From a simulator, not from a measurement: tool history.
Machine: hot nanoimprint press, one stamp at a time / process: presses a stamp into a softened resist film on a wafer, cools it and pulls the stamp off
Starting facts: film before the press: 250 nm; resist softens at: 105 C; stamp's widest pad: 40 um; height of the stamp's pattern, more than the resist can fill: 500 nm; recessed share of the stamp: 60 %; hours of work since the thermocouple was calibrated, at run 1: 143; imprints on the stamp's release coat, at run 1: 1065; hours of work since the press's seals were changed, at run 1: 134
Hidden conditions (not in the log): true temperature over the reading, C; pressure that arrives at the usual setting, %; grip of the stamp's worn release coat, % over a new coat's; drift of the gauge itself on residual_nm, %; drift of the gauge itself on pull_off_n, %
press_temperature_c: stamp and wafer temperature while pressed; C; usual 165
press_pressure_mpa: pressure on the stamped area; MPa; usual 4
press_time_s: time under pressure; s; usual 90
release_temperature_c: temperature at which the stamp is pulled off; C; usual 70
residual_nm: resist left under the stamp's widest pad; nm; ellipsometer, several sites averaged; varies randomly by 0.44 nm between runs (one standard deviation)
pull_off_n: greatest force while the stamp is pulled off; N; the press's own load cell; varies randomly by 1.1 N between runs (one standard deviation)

run	hour	press_temperature_c	press_pressure_mpa	press_time_s	release_temperature_c	hours of work since the thermocouple was calibrated	imprints on the stamp's release coat	hours of work since the press's seals were changed	residual_nm	pull_off_n
1	0	165	4	90	70	143	1065	134	117.1	139
2	9.6	161	4	90	70	147	1086	138	146.8	140
3	18.3	165	4	90	70	150	1106	141	117.2	138
4	24.2	165	4	90	70	153	1120	143	118.5	140
5	29.7	165	4	90	70	155	1132	146	117.6	140
6	37	165	4	90	70	158	1149	149	117.4	140
7	46.9	165	4	90	70	162	1172	153	118.1	139
8	57.2	165	4	90	70	166	1195	157	117.8	138
9	65.8	165	4	59	70	170	1215	160	135.6	139
10	75.1	165	4	90	70	173	1236	164	118.4	140
# hour 85.8: stamp cleaned and given a new release coat
11	86.1	165	4	90	70	175	0	166	118.9	138
12	94	165	4	90	70	178	18	169	118.2	138
13	103.7	165	4	90	70	182	40	173	118.3	137
14	110.1	165	4	90	62	185	55	176	117.9	153
15	115	165	4	90	62	187	66	178	119	150
16	121.3	165	4	90	62	189	81	180	119.3	152
17	130.1	173	4	90	74	193	101	184	72.6	132
18	139.9	173	3.36	58	74	197	123	188	94.8	132
19	150.2	173	3.36	58	74	201	146	192	95.4	132
20	155	173	3.36	58	74	203	157	194	95.1	132
21	165	173	3.36	58	74	207	180	198	95.5	133
22	172.5	173	3.36	58	74	210	197	201	95.4	131
23	178.2	154	3.36	55	74	212	210	203	226.7	133
# hour 183.6: gauge calibrated
24	185.3	154	3.36	55	74	215	226	206	221.6	134
25	195	154	3.36	55	74	219	249	210	222	133
26	202.3	154	3.36	55	74	222	265	213	222.1	134
27	209.9	165	4	108	78	225	282	216	109.5	126
28	216	165	4	108	78	228	297	218	110.6	127
29	223.3	165	5.73	48	60	230	313	221	126.1	155
30	231.3	165	5.73	48	60	234	331	224	126	156

Predict each of these 3 candidate next runs independently; none follows another, all start after run 30:
A	238.8	162	4	75	57	237	348	227	?	?
B	238.8	165	5.62	146	60	237	348	227	?	?
C	238.8	165	3.75	48	60	237	348	227	?	?

run	residual_nm	pull_off_n
A	148.8	160
B	82.7	153
C	150	155
Take away the tool's hidden state, keep each run's random variation, and the runs would have read:
run	residual_nm	pull_off_n
A	147.5	160
B	81.9	153
C	148.7	155
